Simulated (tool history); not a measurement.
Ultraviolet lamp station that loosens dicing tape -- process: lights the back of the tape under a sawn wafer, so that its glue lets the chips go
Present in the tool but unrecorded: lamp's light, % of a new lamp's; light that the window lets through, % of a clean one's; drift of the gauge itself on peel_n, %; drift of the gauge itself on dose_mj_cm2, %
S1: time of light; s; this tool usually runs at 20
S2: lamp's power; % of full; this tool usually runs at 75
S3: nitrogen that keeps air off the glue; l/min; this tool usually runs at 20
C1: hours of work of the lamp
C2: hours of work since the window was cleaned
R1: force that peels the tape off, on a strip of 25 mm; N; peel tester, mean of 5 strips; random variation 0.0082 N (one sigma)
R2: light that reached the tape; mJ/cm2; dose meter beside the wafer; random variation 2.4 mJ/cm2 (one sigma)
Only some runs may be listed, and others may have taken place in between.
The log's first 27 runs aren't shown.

run     day  S1  S2  S3   C1   C2     R1   R2
 28  16.550  25  66  27  477   96  0.326  259
 29  17.025  33  86  10  482  101  0.205  439
 30  17.817  16  75  18  490  109  0.647  183
 31  18.504  20  84  12  497  116  0.411  254
 32  19.046  12  71   6  503  122  1.849  131
 33  19.412  12  71   6  506  125  1.736  134
 34  20.183  19  85  13  514  133  0.438  245
 35  20.742  19  85  13  520  139  0.421  246
 36  21.525  19  85  13  528  147  0.441  245
 37  22.117  19  67  13  534  153  0.676  186
 38  22.642  19  67  10  540  158  0.767  191
 39  23.367  19  67  29  547  166  0.517  188
 40  23.808  24  75  20  552  170  0.308  275
 41  24.533  24  75  20  559  178  0.307  265
 42  24.975  20  75  11  564  182  0.575  221
 43  25.846  27  99  20  572  191  0.214  393
 44  26.658  27  99  20  581  200  0.212  387

Each row is a separate what-if for the run after 44, all from the same tool condition, not one after another. Results?
  A  27.246  24  60  12  587  206   ?   ?
  B  27.246  34  63  13  587  206   ?   ?
  C  27.246  34  61  30  587  206   ?   ?

run     R1   R2
  A  0.586  215
  B  0.268  314
  C  0.226  307
Without the tool's hidden state the same runs would have given:
run     R1   R2
  A  0.411  259
  B  0.213  379
  C  0.193  370
